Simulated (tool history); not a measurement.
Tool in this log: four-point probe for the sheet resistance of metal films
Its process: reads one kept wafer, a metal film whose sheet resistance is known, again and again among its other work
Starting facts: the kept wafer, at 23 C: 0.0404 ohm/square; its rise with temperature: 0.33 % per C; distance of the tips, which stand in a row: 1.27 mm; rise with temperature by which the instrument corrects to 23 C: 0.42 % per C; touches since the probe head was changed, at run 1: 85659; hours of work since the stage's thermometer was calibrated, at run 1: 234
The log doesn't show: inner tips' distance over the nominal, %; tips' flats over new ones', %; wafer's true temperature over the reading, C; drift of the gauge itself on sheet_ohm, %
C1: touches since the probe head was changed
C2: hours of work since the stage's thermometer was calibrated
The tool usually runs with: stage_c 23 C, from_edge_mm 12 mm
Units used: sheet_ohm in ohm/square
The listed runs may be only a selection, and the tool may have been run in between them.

run 1 hour=0.0 | stage_c=23 from_edge_mm=12 | C1=85659 C2=234 | sheet_ohm=0.040204
run 2 hour=42.7 | stage_c=23 from_edge_mm=34 | C1=87918 C2=266 | sheet_ohm=0.040004
run 3 hour=80.4 | stage_c=27 from_edge_mm=34 | C1=89910 C2=294 | sheet_ohm=0.039851
run 4 hour=112.6 | stage_c=27 from_edge_mm=34 | C1=91613 C2=318 | sheet_ohm=0.039847
run 5 hour=145.7 | stage_c=27 from_edge_mm=34 | C1=93368 C2=343 | sheet_ohm=0.039834
run 6 hour=182.1 | stage_c=27 from_edge_mm=34 | C1=95292 C2=370 | sheet_ohm=0.039835
run 7 hour=214.8 | stage_c=33 from_edge_mm=15 | C1=97021 C2=395 | sheet_ohm=0.039758
run 8 hour=239.1 | stage_c=33 from_edge_mm=15 | C1=98306 C2=413 | sheet_ohm=0.039746

Run 9 has not been measured yet. What should we expect?
run 9 hour=274.5 | stage_c=33 from_edge_mm=15 | C1=100179 C2=439 | sheet_ohm=?

Logged for run 9: sheet_ohm 0.039731 ohm/square.
On a tool with no hidden condition, and with the same random variation, this run would have come out at sheet_ohm 0.040215 ohm/square.

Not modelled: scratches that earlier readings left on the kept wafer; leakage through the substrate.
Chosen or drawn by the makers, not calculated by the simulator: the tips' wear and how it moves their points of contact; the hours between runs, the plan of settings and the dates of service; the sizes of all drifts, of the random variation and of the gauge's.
